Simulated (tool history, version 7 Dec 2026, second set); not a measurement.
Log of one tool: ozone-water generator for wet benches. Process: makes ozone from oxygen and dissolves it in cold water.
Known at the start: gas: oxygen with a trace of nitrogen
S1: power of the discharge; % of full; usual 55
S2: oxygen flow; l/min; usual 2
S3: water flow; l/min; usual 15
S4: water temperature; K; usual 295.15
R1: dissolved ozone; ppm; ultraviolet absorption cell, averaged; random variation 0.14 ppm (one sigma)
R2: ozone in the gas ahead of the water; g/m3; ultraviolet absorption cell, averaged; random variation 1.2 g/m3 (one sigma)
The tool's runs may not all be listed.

| run | hour | S1 | S2 | S3 | S4 | R1 | R2 |
|---|---|---|---|---|---|---|---|
| 1 | 0 | 55 | 2 | 15 | 295.15 | 15.3 | 216.7 |
| 2 | 113.5 | 55 | 2 | 15 | 290.15 | 16 | 218.3 |
| 3 | 215.7 | 55 | 2 | 15 | 290.15 | 16.1 | 215.5 |
| 4 | 321.9 | 59 | 2 | 15 | 290.15 | 16.7 | 225.7 |
| 5 | 417.5 | 55 | 2 | 15 | 295.15 | 15.4 | 216.5 |
| 6 | 498.1 | 55 | 2 | 15 | 295.15 | 15.4 | 215.6 |
| 7 | 581.2 | 55 | 2 | 15 | 295.15 | 15.5 | 215.3 |
| 8 | 707.8 | 55 | 2 | 9 | 295.15 | 22.1 | 213.9 |
| 9 | 832 | 55 | 2.71 | 12 | 300.15 | 17.5 | 185.5 |
| 10 | 926.6 | 55 | 2.71 | 12 | 300.15 | 17.6 | 186.6 |
|  | 969.8 | contactor cleaned |
|  | 992.3 | water thermometer calibrated |
| 11 | 1022.2 | 59 | 1.06 | 12 | 300.15 | 16.1 | 305.6 |
| 12 | 1119.6 | 55 | 1.61 | 13 | 295.15 | 16.7 | 238.9 |
| 13 | 1196.7 | 55 | 2.8 | 13 | 295.15 | 18.1 | 181.7 |
| 14 | 1325.3 | 44 | 2 | 10 | 296.15 | 18.2 | 190 |
| 15 | 1385.9 | 49 | 2 | 15 | 298.15 | 14.2 | 202 |
| 16 | 1471.2 | 49 | 2 | 15 | 298.15 | 13.9 | 202 |

Measured less the same run without the tool's hidden state. The same run-to-run variation is in both; the gauge's scatter may not be:
The hidden state here: yield of the discharge, % of new electrodes'; contactor's efficiency, % of a clean one's; true water temperature over the reading, C; drift of the gauge itself on ozone_ppm, %; drift of the gauge itself on gas_g_m3, %.
| run | R1 | R2 |
|---|---|---|
| 1 | -0.8 | -8.6 |
| 2 | -0.8 | -8.9 |
| 3 | -0.9 | -8.9 |
| 4 | -0.9 | -10 |
| 5 | -0.9 | -9.3 |
| 6 | -0.9 | -9.4 |
| 7 | -0.8 | -9.5 |
| 8 | -1.3 | -9.7 |
| 9 | -1 | -8.6 |
| 10 | -1 | -8.8 |
| 11 | -0.8 | -15.3 |
| 12 | -0.8 | -11.6 |
| 13 | -1 | -8.9 |
| 14 | -0.9 | -8.2 |
| 15 | -0.7 | -9.5 |
| 16 | -0.7 | -9.6 |
